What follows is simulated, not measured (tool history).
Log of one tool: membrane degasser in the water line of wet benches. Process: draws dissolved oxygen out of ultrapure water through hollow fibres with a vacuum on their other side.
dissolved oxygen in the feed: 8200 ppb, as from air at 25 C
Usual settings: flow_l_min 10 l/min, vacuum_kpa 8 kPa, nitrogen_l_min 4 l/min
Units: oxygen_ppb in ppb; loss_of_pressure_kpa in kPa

run,day,flow_l_min,vacuum_kpa,nitrogen_l_min,oxygen_ppb,loss_of_pressure_kpa
1,0,10,8,4,46.8,39.2
2,1.033,10,8,4,47.4,38.74
3,3.392,10,8,4,47.3,39.18
4,5.204,10,9.13,4,54.4,38.62
5,6.958,10,8,1.82,81.4,39.28
6,9.204,10,8,1.82,83.1,38.99
7,10.875,10,8,1.82,81.9,39.21
8,12.792,10,8,1.82,81.8,39.24
9,14.471,10,8,1.82,84.1,39.19
10,16.129,10,8,1.82,82.8,39.48
11,17.575,10,8.51,4,50.3,39.33
12,18.958,10,8.51,4,50.4,39.18
13,20.408,10,5.2,3.62,30.7,39.03
14,22.05,15,8,5.18,88.8,58.5
15,23.55,15,8,5.18,88.4,59.06
16,25.583,15,8,5.18,90.2,58.77
17,27.446,12,7.48,4,60.6,47.3
18,28.796,12,7.48,4,61.8,47.08
19,30.533,9,8.74,2.3,68.7,35.17
20,32.029,10,7.64,11.06,26.6,39.18
21,33.321,13,8,7.14,59.5,50.87

Some steps in oxygen_ppb between neighbouring runs. How much of each would the tool show without its hidden state too (settings, what came in, random variation), and how much is left for the hidden state, with any gauge scatter that isn't in both results?
The hidden state here: membrane still open, %; true pressure behind the membrane over the reading, kPa; air that leaks in behind the membrane, l/min; drift of the gauge itself on oxygen_ppb, %; drift of the gauge itself on loss_of_pressure_kpa, %.
Run 10 -> 11: vacuum_kpa 8 -> 8.51, nitrogen_l_min 1.82 -> 4. oxygen_ppb -32.5 ppb: hidden state -1.9, all else -30.6.
Run 13 -> 14: flow_l_min 10 -> 15, vacuum_kpa 5.2 -> 8, nitrogen_l_min 3.62 -> 5.18. oxygen_ppb +58.1 ppb: hidden state +1.3, all else +56.8.
Run 19 -> 20: flow_l_min 9 -> 10, vacuum_kpa 8.74 -> 7.64, nitrogen_l_min 2.3 -> 11.06. oxygen_ppb -42.1 ppb: hidden state -2.5, all else -39.6.
